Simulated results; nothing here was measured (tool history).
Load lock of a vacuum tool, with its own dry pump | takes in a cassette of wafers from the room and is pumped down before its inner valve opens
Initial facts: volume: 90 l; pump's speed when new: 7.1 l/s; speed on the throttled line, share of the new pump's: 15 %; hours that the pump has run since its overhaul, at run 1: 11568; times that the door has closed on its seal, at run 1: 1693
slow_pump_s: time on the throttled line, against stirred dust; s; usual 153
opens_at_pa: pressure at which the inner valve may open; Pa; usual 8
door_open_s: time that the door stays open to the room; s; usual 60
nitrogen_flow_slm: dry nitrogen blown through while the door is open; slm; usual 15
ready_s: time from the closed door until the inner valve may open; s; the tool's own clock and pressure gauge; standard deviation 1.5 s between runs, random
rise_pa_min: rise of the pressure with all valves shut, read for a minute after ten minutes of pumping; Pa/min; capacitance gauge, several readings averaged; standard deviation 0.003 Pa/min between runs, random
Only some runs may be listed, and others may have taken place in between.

run     day  slow_pump_s  opens_at_pa  door_open_s  nitrogen_flow_slm  hours that the pump has run since its overhaul  times that the door has closed on its seal  incoming humidity of the room's air, %  ready_s  rise_pa_min
  1       0          153            8           60                 15                                           11568                                        1693                                    49.6    253.3        0.044
  2   5.233          153            8           60                 36                                           11693                                        2042                                    44.4    252.2        0.029
  3     9.4          153            8           60                 36                                           11793                                        2321                                    49.8    254.8        0.032
  4  14.479          153            8           60                 36                                           11915                                        2661                                    43.5    252.7        0.028
  5   18.55          153            8           60                 17                                           12013                                        2933                                    44.7    251.5        0.044
  6  22.125          153            8           60                 17                                           12099                                        3172                                    45.2    252.4         0.04
  7  29.771          195            8           60                 17                                           12282                                        3683                                    45.5    287.5        0.041
  8  33.871          195            8           60                 17                                           12381                                        3957                                    47.7    290.9        0.042
  9  38.571          195            8           60                 17                                           12493                                        4271                                    46.2      284        0.039
 10   44.05          195            8           60                 31                                           12625                                        4638                                    44.5    290.3        0.031
 11  52.317          153            8          204                 15                                           12823                                        5190                                    44.5    250.8        0.062
 12  57.258          265           12           98                 15                                           12942                                        5521                                    46.1    342.3        0.047
 13    63.4          275            8           71                 15                                           13089                                        5931                                    47.4    356.4        0.044
 14  68.708           79            8           60                 15                                           13217                                        6286                                      42    189.4        0.037
 15  76.875           79            8           60                 15                                           13413                                        6832                                    42.7    189.7        0.041
 16  82.812           79            8           60                 15                                           13555                                        7229                                    43.3    188.6        0.036
 17  90.238          153            8           60                  6                                           13734                                        7726                                    44.9    253.4        0.047
 18  94.162          121            8           60                 10                                           13828                                        7988                                    45.2    223.6        0.048

Here are 3 independent what-if runs from the current tool condition. What would each one return?
  A  100.258          121            8           60                 29                                           13974                                        8396                                    43.9        ?            ?
  B  100.258          121            8           35                  6                                           13974                                        8396                                    47.2        ?            ?
  C  100.258          153           13           60                 15                                           13974                                        8396                                    42.7        ?            ?

run  ready_s  rise_pa_min
  A    225.4        0.031
  B    222.3        0.042
  C    242.9        0.035
Take away the tool's hidden state, keep each run's random variation, and the runs would have read:
run  ready_s  rise_pa_min
  A    225.3        0.031
  B    222.2        0.042
  C    242.8        0.035

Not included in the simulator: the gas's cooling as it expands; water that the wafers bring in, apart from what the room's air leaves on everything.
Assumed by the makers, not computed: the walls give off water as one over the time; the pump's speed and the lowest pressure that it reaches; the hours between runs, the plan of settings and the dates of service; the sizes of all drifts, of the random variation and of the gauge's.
